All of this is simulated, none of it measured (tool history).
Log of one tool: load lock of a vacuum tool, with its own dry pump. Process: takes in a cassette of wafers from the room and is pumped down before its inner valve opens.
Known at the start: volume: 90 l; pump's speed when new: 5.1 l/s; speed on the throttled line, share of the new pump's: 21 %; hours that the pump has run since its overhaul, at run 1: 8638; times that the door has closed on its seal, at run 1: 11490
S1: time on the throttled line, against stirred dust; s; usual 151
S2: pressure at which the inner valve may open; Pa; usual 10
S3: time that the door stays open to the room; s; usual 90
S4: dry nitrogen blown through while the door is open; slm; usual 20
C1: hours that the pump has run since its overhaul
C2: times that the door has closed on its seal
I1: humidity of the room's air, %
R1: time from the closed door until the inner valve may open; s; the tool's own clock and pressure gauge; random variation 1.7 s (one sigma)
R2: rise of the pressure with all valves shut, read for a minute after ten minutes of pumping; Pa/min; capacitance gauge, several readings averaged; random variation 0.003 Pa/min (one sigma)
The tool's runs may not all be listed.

run 1 hour=0 | S1=151 S2=10 S3=90 S4=20 | C1=8638 C2=11490 | I1=47.4 | R1=300.4 R2=0.064
run 2 hour=101.8 | S1=151 S2=10 S3=90 S4=20 | C1=8739 C2=11960 | I1=46.6 | R1=303 R2=0.063
run 3 hour=304.7 | S1=151 S2=10 S3=90 S4=20 | C1=8942 C2=12898 | I1=45 | R1=302.5 R2=0.067
run 4 hour=524.3 | S1=151 S2=10 S3=90 S4=20 | C1=9162 C2=13913 | I1=43.9 | R1=302.7 R2=0.071
run 5 hour=684.2 | S1=151 S2=10 S3=90 S4=20 | C1=9322 C2=14652 | I1=43.8 | R1=301.4 R2=0.083
run 6 hour=797.6 | S1=151 S2=10 S3=90 S4=20 | C1=9435 C2=15175 | I1=46.2 | R1=302.9 R2=0.091
run 7 hour=971.1 | S1=151 S2=10 S3=90 S4=20 | C1=9609 C2=15977 | I1=42.9 | R1=304.8 R2=0.1
run 8 hour=1200.9 | S1=151 S2=10 S3=90 S4=20 | C1=9838 C2=17039 | I1=44.6 | R1=304.8 R2=0.104
run 9 hour=1408.3 | S1=234 S2=8 S3=43 S4=5 | C1=10046 C2=17997 | I1=43.8 | R1=371.1 R2=0.116

The next listed run, before its measurement:
run 10 hour=1522.4 | S1=207 S2=18 S3=153 S4=15 | C1=10160 C2=18524 | I1=43.6 | R1=? R2=?

R1: 333.7 s
R2: 0.125 Pa/min
Without the tool's hidden state the same run would have given R1 317.4 s, R2 0.021 Pa/min.

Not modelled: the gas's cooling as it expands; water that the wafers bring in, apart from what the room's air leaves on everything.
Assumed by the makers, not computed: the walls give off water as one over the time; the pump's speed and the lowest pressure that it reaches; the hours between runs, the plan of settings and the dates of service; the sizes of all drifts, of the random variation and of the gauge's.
